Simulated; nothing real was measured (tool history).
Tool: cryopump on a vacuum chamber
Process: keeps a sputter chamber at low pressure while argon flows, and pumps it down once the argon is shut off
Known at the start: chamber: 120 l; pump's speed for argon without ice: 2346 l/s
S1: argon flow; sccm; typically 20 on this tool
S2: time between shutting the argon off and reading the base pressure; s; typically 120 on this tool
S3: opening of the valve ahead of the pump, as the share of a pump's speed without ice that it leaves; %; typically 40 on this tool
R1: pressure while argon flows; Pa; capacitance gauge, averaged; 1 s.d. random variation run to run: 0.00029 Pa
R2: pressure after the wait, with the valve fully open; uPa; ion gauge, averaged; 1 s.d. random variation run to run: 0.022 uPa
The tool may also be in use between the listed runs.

{"run": 1, "hour": 0.0, "S1": 20, "S2": 120, "S3": 40, "R1": 0.0369, "R2": 0.87}
{"run": 2, "hour": 52.5, "S1": 20, "S2": 120, "S3": 40, "R1": 0.0373, "R2": 0.91}
{"run": 3, "hour": 85.3, "S1": 20, "S2": 120, "S3": 27, "R1": 0.0544, "R2": 0.9}
{"run": 4, "hour": 110.2, "S1": 20, "S2": 120, "S3": 27, "R1": 0.0547, "R2": 0.91}
{"run": 5, "hour": 142.7, "S1": 20, "S2": 120, "S3": 27, "R1": 0.0545, "R2": 0.92}
{"run": 6, "hour": 193.5, "S1": 20, "S2": 120, "S3": 27, "R1": 0.055, "R2": 0.93}
{"run": 7, "hour": 220.9, "S1": 20, "S2": 120, "S3": 40, "R1": 0.0375, "R2": 0.95}
{"run": 8, "hour": 246.3, "S1": 20, "S2": 56, "S3": 40, "R1": 0.0378, "R2": 1.46}
{"run": 9, "hour": 280.6, "S1": 20, "S2": 56, "S3": 40, "R1": 0.0377, "R2": 1.44}
{"run": 10, "hour": 303.0, "S1": 20, "S2": 56, "S3": 40, "R1": 0.038, "R2": 1.49}
{"run": 11, "hour": 343.7, "S1": 20, "S2": 56, "S3": 35, "R1": 0.0436, "R2": 1.53}
{"run": 12, "hour": 374.2, "S1": 20, "S2": 152, "S3": 40, "R1": 0.0377, "R2": 0.92}
{"run": 13, "hour": 402.7, "S1": 20, "S2": 152, "S3": 40, "R1": 0.0384, "R2": 0.89}
{"run": 14, "hour": 436.1, "S1": 20, "S2": 152, "S3": 40, "R1": 0.0384, "R2": 0.97}
{"run": 15, "hour": 474.0, "S1": 20, "S2": 156, "S3": 27, "R1": 0.0558, "R2": 0.99}
{"run": 16, "hour": 499.0, "S1": 20, "S2": 174, "S3": 58, "R1": 0.0273, "R2": 0.98}
{"run": 17, "hour": 521.9, "S1": 20, "S2": 63, "S3": 40, "R1": 0.0385, "R2": 1.47}
{"run": 18, "hour": 572.0, "S1": 8, "S2": 126, "S3": 20, "R1": 0.0302, "R2": 1.12}
{"run": 19, "hour": 619.9, "S1": 20, "S2": 52, "S3": 40, "R1": 0.0385, "R2": 1.76}
{"run": 20, "hour": 659.2, "S1": 21, "S2": 21, "S3": 16, "R1": 0.0984, "R2": 3.3}
{"run": 21, "hour": 696.2, "S1": 11, "S2": 27, "S3": 30, "R1": 0.028, "R2": 2.8}
{"run": 22, "hour": 741.8, "S1": 15, "S2": 27, "S3": 58, "R1": 0.022, "R2": 2.78}
{"run": 23, "hour": 779.4, "S1": 26, "S2": 27, "S3": 58, "R1": 0.0377, "R2": 2.82}
{"run": 24, "hour": 814.8, "S1": 26, "S2": 31, "S3": 17, "R1": 0.115, "R2": 2.52}
{"run": 25, "hour": 854.2, "S1": 26, "S2": 31, "S3": 17, "R1": 0.1157, "R2": 2.57}
{"run": 26, "hour": 892.9, "S1": 26, "S2": 31, "S3": 17, "R1": 0.1159, "R2": 2.62}
{"run": 27, "hour": 924.3, "S1": 26, "S2": 174, "S3": 17, "R1": 0.1106, "R2": 1.04}

Not shown: 1 entry that the log had between the listed runs. Between which runs, and how does the tool's hidden state differ before and after?
Between runs 26 and 27: pump warmed up, emptied and cooled again (hour 908.5)
  pump's speed, % of a pump's without ice: 78.5 -> 99; cold plate's temperature, K: 12.81 -> 12.83; leak into the chamber, uPa l/s: 1628 -> 1649
  measured result minus the result with no hidden state, R1: +0.0055 -> +0.0005 Pa; R2: +0.77 -> +0.60 uPa
